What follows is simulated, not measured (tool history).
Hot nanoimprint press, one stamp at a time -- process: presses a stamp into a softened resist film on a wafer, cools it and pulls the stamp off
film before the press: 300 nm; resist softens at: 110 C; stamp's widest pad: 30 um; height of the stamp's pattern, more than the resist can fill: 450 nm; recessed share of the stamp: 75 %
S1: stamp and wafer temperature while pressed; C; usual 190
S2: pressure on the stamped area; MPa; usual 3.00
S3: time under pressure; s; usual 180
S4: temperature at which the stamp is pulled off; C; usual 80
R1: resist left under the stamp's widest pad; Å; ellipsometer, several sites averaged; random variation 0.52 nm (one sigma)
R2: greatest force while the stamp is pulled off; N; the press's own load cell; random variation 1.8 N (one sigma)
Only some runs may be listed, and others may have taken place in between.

{"run": 1, "hour": 0.0, "S1": 190, "S2": 3.0, "S3": 180, "S4": 80, "R1": 1234, "R2": 221}
{"run": 2, "hour": 74.4, "S1": 190, "S2": 3.0, "S3": 180, "S4": 80, "R1": 1240, "R2": 221}
{"hour": 140.9, "done": "stamp cleaned and given a new release coat"}
{"run": 3, "hour": 153.1, "S1": 190, "S2": 3.0, "S3": 125, "S4": 80, "R1": 1440, "R2": 221}
{"run": 4, "hour": 185.8, "S1": 190, "S2": 3.0, "S3": 180, "S4": 80, "R1": 1233, "R2": 217}
{"run": 5, "hour": 256.1, "S1": 193, "S2": 3.0, "S3": 180, "S4": 80, "R1": 1106, "R2": 217}
{"run": 6, "hour": 294.9, "S1": 190, "S2": 3.0, "S3": 180, "S4": 80, "R1": 1230, "R2": 222}
{"run": 7, "hour": 336.3, "S1": 190, "S2": 3.0, "S3": 180, "S4": 80, "R1": 1245, "R2": 219}
{"run": 8, "hour": 373.6, "S1": 180, "S2": 2.4, "S3": 180, "S4": 74, "R1": 1891, "R2": 230}
{"hour": 417.4, "done": "stamp cleaned and given a new release coat"}
{"run": 9, "hour": 453.6, "S1": 181, "S2": 2.4, "S3": 180, "S4": 74, "R1": 1827, "R2": 228}
{"run": 10, "hour": 525.7, "S1": 187, "S2": 4.57, "S3": 180, "S4": 80, "R1": 1147, "R2": 220}
{"run": 11, "hour": 596.1, "S1": 180, "S2": 1.96, "S3": 261, "S4": 69, "R1": 1779, "R2": 242}
{"run": 12, "hour": 636.8, "S1": 197, "S2": 3.0, "S3": 251, "S4": 80, "R1": 827, "R2": 219}
{"run": 13, "hour": 683.4, "S1": 195, "S2": 2.01, "S3": 322, "S4": 83, "R1": 947, "R2": 217}

3 options for the next run, each taken on its own from the tool as it stands now. Forecast them:
{"hour": 695.3, "done": "stamp cleaned and given a new release coat"}
{"run": "A", "hour": 728.4, "S1": 180, "S2": 3.0, "S3": 180, "S4": 66, "R1": "?", "R2": "?"}
{"hour": 695.3, "done": "stamp cleaned and given a new release coat"}
{"run": "B", "hour": 728.4, "S1": 178, "S2": 2.68, "S3": 234, "S4": 80, "R1": "?", "R2": "?"}
{"hour": 695.3, "done": "stamp cleaned and given a new release coat"}
{"run": "C", "hour": 728.4, "S1": 183, "S2": 2.01, "S3": 322, "S4": 84, "R1": "?", "R2": "?"}

run=A R1=1751 R2=245
run=B R1=1791 R2=220
run=C R1=1486 R2=215
Take away the tool's hidden state, keep each run's random variation, and the runs would have read:
run=A R1=1766 R2=245
run=B R1=1807 R2=220
run=C R1=1499 R2=215

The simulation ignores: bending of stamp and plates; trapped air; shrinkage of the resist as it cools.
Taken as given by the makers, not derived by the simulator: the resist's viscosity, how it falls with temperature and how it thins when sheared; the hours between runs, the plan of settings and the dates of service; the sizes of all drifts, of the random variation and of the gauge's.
